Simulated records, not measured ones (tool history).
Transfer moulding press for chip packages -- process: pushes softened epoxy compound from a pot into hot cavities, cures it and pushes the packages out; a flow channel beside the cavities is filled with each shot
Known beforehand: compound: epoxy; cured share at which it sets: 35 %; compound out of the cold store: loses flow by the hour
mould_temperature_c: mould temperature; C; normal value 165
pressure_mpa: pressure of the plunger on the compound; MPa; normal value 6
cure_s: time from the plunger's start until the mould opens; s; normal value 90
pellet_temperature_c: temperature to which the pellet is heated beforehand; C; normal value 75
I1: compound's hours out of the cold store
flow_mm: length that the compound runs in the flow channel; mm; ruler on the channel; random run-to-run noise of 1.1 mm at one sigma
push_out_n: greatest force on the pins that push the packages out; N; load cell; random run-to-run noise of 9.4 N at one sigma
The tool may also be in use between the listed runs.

Run 1, hour 0: usual settings; I1 31.2. Result: flow_mm 492 mm, push_out_n 664 N.
At hour 12.3: cavities cleaned with cleaning compound and waxed.
Run 2, hour 24.2: usual settings but cure_s 119 s; I1 38.5. Result: flow_mm 475 mm, push_out_n 443 N.
At hour 35.3: mould's thermocouples calibrated.
At hour 52.5: cavities cleaned with cleaning compound and waxed.
Run 3, hour 52.5: usual settings but cure_s 78 s; I1 9.6. Result: flow_mm 547 mm, push_out_n 658 N.
Run 4, hour 86.8: usual settings; I1 39.3. Result: flow_mm 470 mm, push_out_n 694 N.
At hour 92.1: cavities cleaned with cleaning compound and waxed.
Run 5, hour 118.6: usual settings; I1 25.5. Result: flow_mm 501 mm, push_out_n 702 N.
At hour 131.3: cavities cleaned with cleaning compound and waxed.
Run 6, hour 156.4: usual settings; I1 25.5. Result: flow_mm 502 mm, push_out_n 671 N.
At hour 172.9: mould's thermocouples calibrated, once more.
At hour 174.4: cavities cleaned with cleaning compound and waxed.
Run 7, hour 206.9: usual settings; I1 35.8. Result: flow_mm 470 mm, push_out_n 654 N.
At hour 212.3: cavities cleaned with cleaning compound and waxed.
Run 8, hour 235.1: usual settings; I1 12.2. Result: flow_mm 526 mm, push_out_n 640 N.
At hour 251.4: cavities cleaned with cleaning compound and waxed.
Run 9, hour 280.3: usual settings but mould_temperature_c 171 C; I1 42.7. Result: flow_mm 438 mm, push_out_n 525 N.
At hour 291.5: cavities cleaned with cleaning compound and waxed.
Run 10, hour 327.4: usual settings but mould_temperature_c 171 C; I1 30.8. Result: flow_mm 461 mm, push_out_n 560 N.
At hour 331: cavities cleaned with cleaning compound and waxed.
Run 11, hour 351.2: usual settings but mould_temperature_c 171 C; I1 22.7. Result: flow_mm 478 mm, push_out_n 514 N.
At hour 371.3: cavities cleaned with cleaning compound and waxed.
At hour 383.1: plunger's sealing rings changed.
Run 12, hour 400.6: usual settings but mould_temperature_c 171 C; I1 35.5. Result: flow_mm 463 mm, push_out_n 516 N.
At hour 414.2: cavities cleaned with cleaning compound and waxed.
Run 13, hour 445.6: usual settings but mould_temperature_c 171 C; I1 14.2. Result: flow_mm 513 mm, push_out_n 569 N.
At hour 455.3: cavities cleaned with cleaning compound and waxed.
Run 14, hour 481.9: usual settings but mould_temperature_c 169 C, pressure_mpa 4.77 MPa, cure_s 74 s; I1 17.1. Result: flow_mm 455 mm, push_out_n 770 N.
At hour 496.6: cavities cleaned with cleaning compound and waxed.
Run 15, hour 529.5: usual settings but mould_temperature_c 167 C, pressure_mpa 6.7 MPa, cure_s 94 s, pellet_temperature_c 69 C; I1 41. Result: flow_mm 485 mm, push_out_n 610 N.
At hour 536.6: cavities cleaned with cleaning compound and waxed.
Run 16, hour 558.5: usual settings but pellet_temperature_c 84 C; I1 19.7. Result: flow_mm 511 mm, push_out_n 644 N.
At hour 574.7: cavities cleaned with cleaning compound and waxed.
Run 17, hour 588.3: usual settings but mould_temperature_c 162 C, pressure_mpa 4.53 MPa, cure_s 115 s, pellet_temperature_c 83 C; I1 37.4. Result: flow_mm 414 mm, push_out_n 471 N.
At hour 615.1: mould's thermocouples calibrated.
At hour 616.6: cavities cleaned with cleaning compound and waxed.
Run 18, hour 629.7: usual settings but mould_temperature_c 162 C, pressure_mpa 4.53 MPa, cure_s 115 s, pellet_temperature_c 78 C; I1 40.2. Result: flow_mm 407 mm, push_out_n 469 N.
At hour 657.1: cavities cleaned with cleaning compound and waxed.
Run 19, hour 674.2: usual settings but pressure_mpa 4.53 MPa, cure_s 115 s, pellet_temperature_c 78 C; I1 19.4. Result: flow_mm 441 mm, push_out_n 477 N.
At hour 698: cavities cleaned with cleaning compound and waxed.
Run 20, hour 705.4: usual settings but pressure_mpa 5.31 MPa, pellet_temperature_c 66 C; I1 35.7. Result: flow_mm 440 mm, push_out_n 504 N.
Run 21, hour 725.6: usual settings but pressure_mpa 5.31 MPa, pellet_temperature_c 66 C; I1 9.8. Result: flow_mm 500 mm, push_out_n 696 N.
At hour 736.5: cavities cleaned with cleaning compound and waxed.
At hour 777.2: cavities cleaned with cleaning compound and waxed.
Run 22, hour 777.6: usual settings but cure_s 110 s; I1 10.9. Result: flow_mm 522 mm, push_out_n 346 N.
At hour 801: plunger's sealing rings changed.
At hour 819.3: cavities cleaned with cleaning compound and waxed.
Run 23, hour 829.4: usual settings but cure_s 98 s; I1 19.4. Result: flow_mm 521 mm, push_out_n 501 N.
At hour 858.8: cavities cleaned with cleaning compound and waxed.
Run 24, hour 873.8: usual settings but mould_temperature_c 158 C, pressure_mpa 5.8 MPa, cure_s 128 s, pellet_temperature_c 82 C; I1 38.3. Result: flow_mm 486 mm, push_out_n 541 N.
At hour 900.2: cavities cleaned with cleaning compound and waxed.
Run 25, hour 903: usual settings but mould_temperature_c 162 C, pressure_mpa 4.73 MPa; I1 16.5. Result: flow_mm 476 mm, push_out_n 615 N.

4 ways to go on from here, each from the tool as it stands after run 25. What would each give?
At hour 939.9: cavities cleaned with cleaning compound and waxed.
Run A, hour 946.2: usual settings but mould_temperature_c 167 C, cure_s 114 s; I1 16.9. Result: flow_mm ?, push_out_n ?.
At hour 939.9: cavities cleaned with cleaning compound and waxed.
Run B, hour 946.2: usual settings but mould_temperature_c 162 C, pressure_mpa 6.51 MPa, cure_s 113 s, pellet_temperature_c 70 C; I1 47.2. Result: flow_mm ?, push_out_n ?.
At hour 939.9: cavities cleaned with cleaning compound and waxed.
Run C, hour 946.2: usual settings but mould_temperature_c 162 C, pressure_mpa 4.73 MPa, cure_s 75 s; I1 18.6. Result: flow_mm ?, push_out_n ?.
At hour 939.9: cavities cleaned with cleaning compound and waxed.
Run D, hour 946.2: usual settings but pressure_mpa 5.21 MPa, cure_s 125 s; I1 22.8. Result: flow_mm ?, push_out_n ?.

run  flow_mm  push_out_n
  A      514         381
  B      477         414
  C      469         931
  D      471         378
Without the tool's unlogged condition, the same runs would have read:
run  flow_mm  push_out_n
  A      520         326
  B      483         349
  C      475         761
  D      477         324
